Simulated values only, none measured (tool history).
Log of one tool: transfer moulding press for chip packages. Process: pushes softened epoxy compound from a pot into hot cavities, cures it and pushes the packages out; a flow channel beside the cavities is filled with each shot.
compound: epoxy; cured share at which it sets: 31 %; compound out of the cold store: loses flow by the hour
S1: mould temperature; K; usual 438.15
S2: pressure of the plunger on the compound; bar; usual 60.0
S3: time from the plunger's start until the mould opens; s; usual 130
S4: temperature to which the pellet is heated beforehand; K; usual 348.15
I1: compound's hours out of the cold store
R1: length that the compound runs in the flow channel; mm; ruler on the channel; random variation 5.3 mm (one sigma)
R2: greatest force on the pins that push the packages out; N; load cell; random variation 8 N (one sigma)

run   hour      S1    S2   S3      S4    I1   R1   R2
  1    0.0  438.15  60.0  130  348.15  47.9  468  337
  2   32.2  438.15  60.0  130  348.15  36.6  488  523
  3   59.9  438.15  60.0  130  348.15  23.6  519  579
  4   79.1  438.15  60.0  130  348.15  19.7  519  625
      95.0  -- cavities cleaned with cleaning compound and waxed
  5  110.8  438.15  60.0  130  348.15  19.0  518  761
  6  146.7  438.15  60.0  130  348.15   8.7  551  719
  7  183.8  438.15  60.0  130  348.15  37.6  483  682
     187.5  -- cavities cleaned with cleaning compound and waxed, once more
  8  214.7  438.15  68.2  130  348.15  32.1  509  506
  9  242.0  438.15  68.2  130  348.15  23.5  536  574
 10  258.1  438.15  68.2  130  348.15  27.7  520  604
     282.7  -- cavities cleaned with cleaning compound and waxed
 11  289.9  438.15  60.0  130  348.15  36.7  473  379
     294.7  -- mould's thermocouples calibrated
 12  329.7  438.15  60.0  130  348.15   9.7  523  586
 13  367.4  438.15  60.0  130  348.15  29.4  484  618
     379.2  -- cavities cleaned with cleaning compound and waxed
 14  391.0  438.15  60.0  130  348.15  23.0  496  413
 15  424.9  438.15  60.0  130  348.15  44.2  446  553
 16  443.2  438.15  60.0  130  348.15  24.5  492  608
     454.7  -- plunger's sealing rings changed
     476.1  -- cavities cleaned with cleaning compound and waxed
 17  484.3  438.15  50.4  112  357.15  37.7  453  470
 18  509.1  438.15  50.4  112  357.15  16.2  497  624
 19  525.4  433.15  62.5  156  351.15  30.9  523  594
 20  549.2  433.15  62.5  145  342.15  14.0  552  684
     570.2  -- cavities cleaned with cleaning compound and waxed
 21  589.5  433.15  50.7  126  356.15  39.4  448  619
 22  617.4  438.15  49.2  130  358.15  27.4  451  578
 23  633.8  438.15  57.5  130  358.15  17.0  504  602
     665.5  -- cavities cleaned with cleaning compound and waxed
 24  671.3  434.15  60.0  148  355.15  26.1  503  404
 25  694.7  438.15  56.7  161  357.15  39.4  460  467
 26  733.2  441.15  60.0  130  354.15  26.2  491  543
     759.8  -- cavities cleaned with cleaning compound and waxed
 27  760.4  438.15  73.2  130  342.15  34.2  538  349
 28  791.6  438.15  63.2  144  353.15  20.3  510  489

4 ways to go on from here, each from the tool as it stands after run 28. What would each give?
  A  831.4  438.15  47.3  130  349.15  19.4   ?   ?
  B  831.4  446.15  60.0  119  344.15  41.6   ?   ?
  C  831.4  438.15  47.3  144  353.15  42.8   ?   ?
  D  831.4  432.15  53.7  161  348.15  21.0   ?   ?

run   R1   R2
  A  446  635
  B  443  564
  C  411  588
  D  484  604
Without the tool's hidden state the same runs would have given:
run   R1   R2
  A  474  350
  B  470  311
  C  436  324
  D  513  334
